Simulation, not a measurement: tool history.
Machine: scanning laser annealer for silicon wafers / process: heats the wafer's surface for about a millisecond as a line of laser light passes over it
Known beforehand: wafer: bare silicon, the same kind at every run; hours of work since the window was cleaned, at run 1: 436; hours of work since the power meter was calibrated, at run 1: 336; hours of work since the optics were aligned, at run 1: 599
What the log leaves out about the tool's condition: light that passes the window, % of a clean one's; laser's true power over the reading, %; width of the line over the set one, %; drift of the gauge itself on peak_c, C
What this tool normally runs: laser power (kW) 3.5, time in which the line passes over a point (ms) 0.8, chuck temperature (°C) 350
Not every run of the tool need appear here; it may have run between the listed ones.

run,day,laser power (kW),time in which the line passes over a point (ms),chuck temperature (°C),hours of work since the window was cleaned,hours of work since the power meter was calibrated,hours of work since the optics were aligned,highest temperature of the surface (°C)
1,0,3.5,0.8,350,436,336,599,1076
2,0.604,3.5,0.8,350,444,344,606,1074
3,1.092,3.5,0.8,350,450,350,612,1074
4,1.629,3.5,0.8,350,456,356,619,1076
5,1.929,3.051,0.8,350,460,360,622,961
6,2.362,3.051,0.8,350,465,365,628,964
7,3.058,3.051,0.8,350,474,374,636,960
8,3.679,3.5,0.8,350,481,381,644,1076
9,4.042,3.5,0.8,350,486,386,648,1071
10,4.725,3.5,0.8,350,494,394,656,1072
11,5.125,3.5,0.8,350,499,399,661,1070
12,5.492,3.5,0.8,350,503,403,666,1067
13,5.921,3.5,0.8,350,509,409,671,1072
14,6.583,3.5,0.8,350,517,417,679,1070
15,6.933,3.5,0.8,350,521,421,683,1069
16,7.258,3.5,0.8,350,525,425,687,1070
17,7.838,3.5,0.8,358,532,432,694,1079
18,8.233,3.5,0.8,350,537,437,699,1068
# day 8.362: window over the wafer cleaned
19,8.704,3.5,0.8,350,4,442,704,1049
20,9.292,3.5,0.8,350,11,449,711,1049
21,9.929,3.5,0.8,350,19,457,719,1051
# day 10.05: window over the wafer cleaned, once more
22,10.638,3.713,0.963,335,7,464,727,1222

Predict the results of run 23:
23,10.996,3.154,0.562,312,12,469,731,?

{"run 23": {"highest temperature of the surface (°C)": 850}}
Without the tool's hidden state the same run would have given highest temperature of the surface (°C) 859.

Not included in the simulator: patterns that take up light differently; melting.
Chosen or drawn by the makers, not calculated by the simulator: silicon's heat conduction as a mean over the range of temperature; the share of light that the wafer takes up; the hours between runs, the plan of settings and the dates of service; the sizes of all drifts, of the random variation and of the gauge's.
